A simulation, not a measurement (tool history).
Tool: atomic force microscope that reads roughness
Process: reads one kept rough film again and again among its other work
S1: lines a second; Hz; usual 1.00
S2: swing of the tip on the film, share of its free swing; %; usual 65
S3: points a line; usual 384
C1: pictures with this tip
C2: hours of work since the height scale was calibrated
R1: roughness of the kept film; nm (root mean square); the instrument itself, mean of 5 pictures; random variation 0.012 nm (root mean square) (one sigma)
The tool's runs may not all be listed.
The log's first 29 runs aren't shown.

At hour 1559.4: new tip fitted.
Run 30, hour 1586.4: usual settings but S2 89 %, S3 867; C1 41; C2 1743. Result: R1 2.442 nm (root mean square).
At hour 1632.9: new tip fitted.
Run 31, hour 1651.9: usual settings but S1 0.71 Hz; C1 28; C2 1789. Result: R1 2.727 nm (root mean square).
At hour 1704.5: new tip fitted.
Run 32, hour 1712.4: usual settings but S2 57 %, S3 390; C1 12; C2 1832. Result: R1 2.829 nm (root mean square).
Run 33, hour 1770.2: usual settings but S2 57 %, S3 390; C1 99; C2 1873. Result: R1 2.529 nm (root mean square).
At hour 1774.7: new tip fitted.
At hour 1775.7: height scale calibrated on a step standard.
Run 34, hour 1839.3: usual settings but S1 1.93 Hz, S2 57 %, S3 264; C1 96; C2 45. Result: R1 2.454 nm (root mean square).
At hour 1849.2: new tip fitted.
Run 35, hour 1914.2: usual settings but S1 2.28 Hz, S2 57 %, S3 429; C1 98; C2 98. Result: R1 2.441 nm (root mean square).
At hour 1920.0: new tip fitted.
At hour 1947.5: height scale calibrated on a step standard, once more.
Run 36, hour 1984.0: usual settings but S2 81 %, S3 422; C1 94; C2 26. Result: R1 2.411 nm (root mean square).
At hour 1993.5: new tip fitted.
Run 37, hour 2050.7: usual settings but S2 81 %, S3 422; C1 86; C2 73. Result: R1 2.432 nm (root mean square).
At hour 2067.2: new tip fitted.
Run 38, hour 2110.1: usual settings but S1 2.55 Hz, S2 79 %, S3 686; C1 65; C2 115. Result: R1 2.231 nm (root mean square).
At hour 2139.1: new tip fitted.
Run 39, hour 2144.7: usual settings but S1 3.91 Hz, S2 61 %; C1 8; C2 139. Result: R1 2.608 nm (root mean square).
Run 40, hour 2206.5: usual settings but S1 1.59 Hz, S2 57 %, S3 1015; C1 101; C2 183. Result: R1 2.555 nm (root mean square).
At hour 2212.2: new tip fitted.
Run 41, hour 2260.3: usual settings but S1 3.40 Hz, S2 70 %, S3 826; C1 72; C2 221. Result: R1 2.297 nm (root mean square).
At hour 2283.7: new tip fitted.
Run 42, hour 2296.5: usual settings but S1 3.40 Hz, S2 70 %, S3 826; C1 19; C2 247. Result: R1 2.435 nm (root mean square).
Run 43, hour 2343.1: usual settings but S1 1.83 Hz, S2 85 %, S3 282; C1 89; C2 280. Result: R1 2.158 nm (root mean square).
At hour 2356.2: new tip fitted.
Run 44, hour 2384.6: usual settings but S1 1.83 Hz, S2 78 %, S3 758; C1 43; C2 309. Result: R1 2.413 nm (root mean square).
At hour 2426.4: new tip fitted.
Run 45, hour 2430.6: usual settings but S1 1.83 Hz, S2 78 %, S3 758; C1 6; C2 341. Result: R1 2.543 nm (root mean square).
Run 46, hour 2477.4: usual settings but S1 1.83 Hz, S2 78 %, S3 758; C1 77; C2 375. Result: R1 2.391 nm (root mean square).

Run 47 comes next. What will it give?
At hour 2499.0: new tip fitted.
Run 47, hour 2523.8: usual settings but S2 62 %, S3 862; C1 37; C2 407. Result: R1 ?.

{"run 47": {"R1": 2.757}}
Without the tool's hidden state the same run would have given R1 2.910 nm (root mean square).
